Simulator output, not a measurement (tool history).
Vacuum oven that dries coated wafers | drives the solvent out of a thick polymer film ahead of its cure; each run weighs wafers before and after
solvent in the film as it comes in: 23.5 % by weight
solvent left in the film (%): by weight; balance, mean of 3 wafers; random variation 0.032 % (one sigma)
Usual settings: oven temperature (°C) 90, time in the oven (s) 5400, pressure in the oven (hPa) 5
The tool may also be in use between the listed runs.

run 1 hour=0 | oven_temperature_(°C)=90 time_in_the_oven_(s)=5400 pressure_in_the_oven_(hPa)=5 | solvent_left_in_the_film_(%)=2.88
run 2 hour=8.1 | oven_temperature_(°C)=90 time_in_the_oven_(s)=5400 pressure_in_the_oven_(hPa)=5 | solvent_left_in_the_film_(%)=2.86
run 3 hour=17.4 | oven_temperature_(°C)=90 time_in_the_oven_(s)=5400 pressure_in_the_oven_(hPa)=5 | solvent_left_in_the_film_(%)=2.85
run 4 hour=25 | oven_temperature_(°C)=92 time_in_the_oven_(s)=5400 pressure_in_the_oven_(hPa)=5 | solvent_left_in_the_film_(%)=2.16
run 5 hour=31.5 | oven_temperature_(°C)=92 time_in_the_oven_(s)=5400 pressure_in_the_oven_(hPa)=5 | solvent_left_in_the_film_(%)=2.2
run 6 hour=43.6 | oven_temperature_(°C)=92 time_in_the_oven_(s)=5400 pressure_in_the_oven_(hPa)=5 | solvent_left_in_the_film_(%)=2.15
run 7 hour=50.1 | oven_temperature_(°C)=91 time_in_the_oven_(s)=5400 pressure_in_the_oven_(hPa)=5 | solvent_left_in_the_film_(%)=2.53
run 8 hour=60.5 | oven_temperature_(°C)=91 time_in_the_oven_(s)=5400 pressure_in_the_oven_(hPa)=5 | solvent_left_in_the_film_(%)=2.47
run 9 hour=67 | oven_temperature_(°C)=96 time_in_the_oven_(s)=5400 pressure_in_the_oven_(hPa)=5 | solvent_left_in_the_film_(%)=1.18
run 10 hour=75.3 | oven_temperature_(°C)=84 time_in_the_oven_(s)=5400 pressure_in_the_oven_(hPa)=5 | solvent_left_in_the_film_(%)=5.29
run 11 hour=86.9 | oven_temperature_(°C)=90 time_in_the_oven_(s)=5400 pressure_in_the_oven_(hPa)=15.8 | solvent_left_in_the_film_(%)=3.19
run 12 hour=92.2 | oven_temperature_(°C)=90 time_in_the_oven_(s)=5400 pressure_in_the_oven_(hPa)=14.63 | solvent_left_in_the_film_(%)=3.2
run 13 hour=103.4 | oven_temperature_(°C)=90 time_in_the_oven_(s)=5040 pressure_in_the_oven_(hPa)=14.63 | solvent_left_in_the_film_(%)=3.52
run 14 hour=109.1 | oven_temperature_(°C)=90 time_in_the_oven_(s)=5040 pressure_in_the_oven_(hPa)=14.63 | solvent_left_in_the_film_(%)=3.56
run 15 hour=121.3 | oven_temperature_(°C)=90 time_in_the_oven_(s)=5040 pressure_in_the_oven_(hPa)=14.63 | solvent_left_in_the_film_(%)=3.55
run 16 hour=127.6 | oven_temperature_(°C)=90 time_in_the_oven_(s)=5040 pressure_in_the_oven_(hPa)=14.63 | solvent_left_in_the_film_(%)=3.51
run 17 hour=140 | oven_temperature_(°C)=90 time_in_the_oven_(s)=5400 pressure_in_the_oven_(hPa)=5 | solvent_left_in_the_film_(%)=2.83
run 18 hour=146.5 | oven_temperature_(°C)=90 time_in_the_oven_(s)=5400 pressure_in_the_oven_(hPa)=5 | solvent_left_in_the_film_(%)=2.79
run 19 hour=152.9 | oven_temperature_(°C)=90 time_in_the_oven_(s)=5400 pressure_in_the_oven_(hPa)=5 | solvent_left_in_the_film_(%)=2.8
run 20 hour=160.3 | oven_temperature_(°C)=90 time_in_the_oven_(s)=5400 pressure_in_the_oven_(hPa)=5 | solvent_left_in_the_film_(%)=2.8
run 21 hour=168.5 | oven_temperature_(°C)=90 time_in_the_oven_(s)=5400 pressure_in_the_oven_(hPa)=5 | solvent_left_in_the_film_(%)=2.78
run 22 hour=175.8 | oven_temperature_(°C)=90 time_in_the_oven_(s)=5400 pressure_in_the_oven_(hPa)=12.92 | solvent_left_in_the_film_(%)=3.04
run 23 hour=185.9 | oven_temperature_(°C)=90 time_in_the_oven_(s)=7380 pressure_in_the_oven_(hPa)=5 | solvent_left_in_the_film_(%)=1.43
run 24 hour=195.7 | oven_temperature_(°C)=83 time_in_the_oven_(s)=7380 pressure_in_the_oven_(hPa)=12.83 | solvent_left_in_the_film_(%)=3.98
run 25 hour=208.2 | oven_temperature_(°C)=83 time_in_the_oven_(s)=7380 pressure_in_the_oven_(hPa)=12.83 | solvent_left_in_the_film_(%)=4
run 26 hour=219.4 | oven_temperature_(°C)=83 time_in_the_oven_(s)=7380 pressure_in_the_oven_(hPa)=12.83 | solvent_left_in_the_film_(%)=3.94
run 27 hour=230.8 | oven_temperature_(°C)=90 time_in_the_oven_(s)=3300 pressure_in_the_oven_(hPa)=7.6 | solvent_left_in_the_film_(%)=5.84
run 28 hour=241.4 | oven_temperature_(°C)=90 time_in_the_oven_(s)=3300 pressure_in_the_oven_(hPa)=7.6 | solvent_left_in_the_film_(%)=5.86
run 29 hour=250.4 | oven_temperature_(°C)=90 time_in_the_oven_(s)=5640 pressure_in_the_oven_(hPa)=7.6 | solvent_left_in_the_film_(%)=2.63
run 30 hour=258 | oven_temperature_(°C)=92 time_in_the_oven_(s)=5640 pressure_in_the_oven_(hPa)=5.64 | solvent_left_in_the_film_(%)=1.98
run 31 hour=263.5 | oven_temperature_(°C)=89 time_in_the_oven_(s)=5640 pressure_in_the_oven_(hPa)=16.45 | solvent_left_in_the_film_(%)=3.22
run 32 hour=273.1 | oven_temperature_(°C)=78 time_in_the_oven_(s)=8880 pressure_in_the_oven_(hPa)=4.13 | solvent_left_in_the_film_(%)=4.61
run 33 hour=284.1 | oven_temperature_(°C)=78 time_in_the_oven_(s)=8880 pressure_in_the_oven_(hPa)=4.13 | solvent_left_in_the_film_(%)=4.55
run 34 hour=291.7 | oven_temperature_(°C)=78 time_in_the_oven_(s)=8880 pressure_in_the_oven_(hPa)=4.13 | solvent_left_in_the_film_(%)=4.55
run 35 hour=302.6 | oven_temperature_(°C)=78 time_in_the_oven_(s)=8880 pressure_in_the_oven_(hPa)=4.13 | solvent_left_in_the_film_(%)=4.54
run 36 hour=311.2 | oven_temperature_(°C)=78 time_in_the_oven_(s)=8880 pressure_in_the_oven_(hPa)=4.13 | solvent_left_in_the_film_(%)=4.53
run 37 hour=323.6 | oven_temperature_(°C)=78 time_in_the_oven_(s)=6300 pressure_in_the_oven_(hPa)=4.13 | solvent_left_in_the_film_(%)=6.87
run 38 hour=333.1 | oven_temperature_(°C)=78 time_in_the_oven_(s)=6300 pressure_in_the_oven_(hPa)=4.13 | solvent_left_in_the_film_(%)=6.86
run 39 hour=343.8 | oven_temperature_(°C)=93 time_in_the_oven_(s)=5580 pressure_in_the_oven_(hPa)=12.71 | solvent_left_in_the_film_(%)=1.94
run 40 hour=352 | oven_temperature_(°C)=102 time_in_the_oven_(s)=7380 pressure_in_the_oven_(hPa)=9.53 | solvent_left_in_the_film_(%)=0.31
run 41 hour=357.3 | oven_temperature_(°C)=90 time_in_the_oven_(s)=5400 pressure_in_the_oven_(hPa)=5.68 | solvent_left_in_the_film_(%)=2.79
run 42 hour=368.9 | oven_temperature_(°C)=90 time_in_the_oven_(s)=4020 pressure_in_the_oven_(hPa)=9.54 | solvent_left_in_the_film_(%)=4.58
run 43 hour=380.6 | oven_temperature_(°C)=90 time_in_the_oven_(s)=2820 pressure_in_the_oven_(hPa)=15.13 | solvent_left_in_the_film_(%)=7.06
run 44 hour=392.4 | oven_temperature_(°C)=90 time_in_the_oven_(s)=7560 pressure_in_the_oven_(hPa)=15.13 | solvent_left_in_the_film_(%)=1.68
run 45 hour=397.7 | oven_temperature_(°C)=90 time_in_the_oven_(s)=7560 pressure_in_the_oven_(hPa)=15.13 | solvent_left_in_the_film_(%)=1.67
run 46 hour=409.9 | oven_temperature_(°C)=104 time_in_the_oven_(s)=7560 pressure_in_the_oven_(hPa)=2.56 | solvent_left_in_the_film_(%)=0.11

Some steps in solvent left in the film (%) between neighbouring runs. How much of each would the tool show without its hidden state too (settings, what came in, random variation), and how much is left for the hidden state, with any gauge scatter that isn't in both results?
The hidden state here: true wafer temperature over the reading, C; true pressure over the reading, kPa; drift of the gauge itself on solvent_pct, %.
Run 9 -> 10: oven temperature (°C) 96 -> 84. solvent left in the film (%) +4.11: hidden state -0.18, all else +4.29.
Run 38 -> 39: oven temperature (°C) 78 -> 93, time in the oven (s) 6300 -> 5580, pressure in the oven (hPa) 4.13 -> 12.71. solvent left in the film (%) -4.92: hidden state +0.21, all else -5.13.
Run 39 -> 40: oven temperature (°C) 93 -> 102, time in the oven (s) 5580 -> 7380, pressure in the oven (hPa) 12.71 -> 9.53. solvent left in the film (%) -1.63: hidden state +0.24, all else -1.87.
Run 40 -> 41: oven temperature (°C) 102 -> 90, time in the oven (s) 7380 -> 5400, pressure in the oven (hPa) 9.53 -> 5.68. solvent left in the film (%) +2.48: hidden state -0.33, all else +2.81.
Run 43 -> 44: time in the oven (s) 2820 -> 7560. solvent left in the film (%) -5.38: hidden state +0.25, all else -5.63.

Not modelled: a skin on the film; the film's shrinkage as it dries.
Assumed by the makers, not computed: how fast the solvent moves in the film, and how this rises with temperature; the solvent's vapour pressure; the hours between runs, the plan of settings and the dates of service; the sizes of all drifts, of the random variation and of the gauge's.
